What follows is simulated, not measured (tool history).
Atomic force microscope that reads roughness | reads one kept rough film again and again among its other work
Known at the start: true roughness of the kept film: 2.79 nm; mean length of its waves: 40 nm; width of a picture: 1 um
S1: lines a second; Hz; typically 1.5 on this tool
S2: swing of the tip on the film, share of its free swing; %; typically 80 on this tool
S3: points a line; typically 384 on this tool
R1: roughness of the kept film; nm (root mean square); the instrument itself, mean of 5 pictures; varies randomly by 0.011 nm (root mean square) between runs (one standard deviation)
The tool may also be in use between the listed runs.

{"run": 1, "hour": 0.0, "S1": 1.5, "S2": 80, "S3": 384, "R1": 2.476}
{"run": 2, "hour": 6.6, "S1": 1.5, "S2": 80, "S3": 384, "R1": 2.461}
{"run": 3, "hour": 13.1, "S1": 1.5, "S2": 80, "S3": 384, "R1": 2.447}
{"run": 4, "hour": 21.3, "S1": 1.5, "S2": 80, "S3": 384, "R1": 2.45}
{"run": 5, "hour": 28.1, "S1": 1.5, "S2": 80, "S3": 384, "R1": 2.44}
{"run": 6, "hour": 32.6, "S1": 1.68, "S2": 80, "S3": 384, "R1": 2.403}
{"run": 7, "hour": 41.0, "S1": 1.68, "S2": 80, "S3": 417, "R1": 2.404}
{"run": 8, "hour": 50.7, "S1": 3.43, "S2": 68, "S3": 929, "R1": 2.369}
{"run": 9, "hour": 61.7, "S1": 3.43, "S2": 84, "S3": 334, "R1": 2.137}
{"run": 10, "hour": 67.3, "S1": 0.54, "S2": 80, "S3": 483, "R1": 2.484}
{"run": 11, "hour": 76.2, "S1": 0.54, "S2": 80, "S3": 483, "R1": 2.465}
{"run": 12, "hour": 83.4, "S1": 2.74, "S2": 90, "S3": 384, "R1": 2.082}
{"run": 13, "hour": 90.2, "S1": 2.74, "S2": 90, "S3": 675, "R1": 2.086}
{"run": 14, "hour": 98.1, "S1": 3.4, "S2": 57, "S3": 384, "R1": 2.389}

For some of the steps in R1 from one run to the next: how much would appear even if the tool had no hidden state, given the settings, what came in and random variation, and how much remains for the hidden state plus any gauge scatter that the measured result and the result without hidden state don't share?
The tool's hidden condition here consists of: radius of the tip, nm; height scale over the true one, %; drift of the gauge itself on roughness_nm, %.
Run 11 -> 12: S1 0.54 -> 2.74, S2 80 -> 90, S3 483 -> 384. R1 -0.383 nm (root mean square): hidden state +0.007, all else -0.39.
Run 13 -> 14: S1 2.74 -> 3.4, S2 90 -> 57, S3 675 -> 384. R1 +0.303 nm (root mean square): hidden state -0.03, all else +0.333.
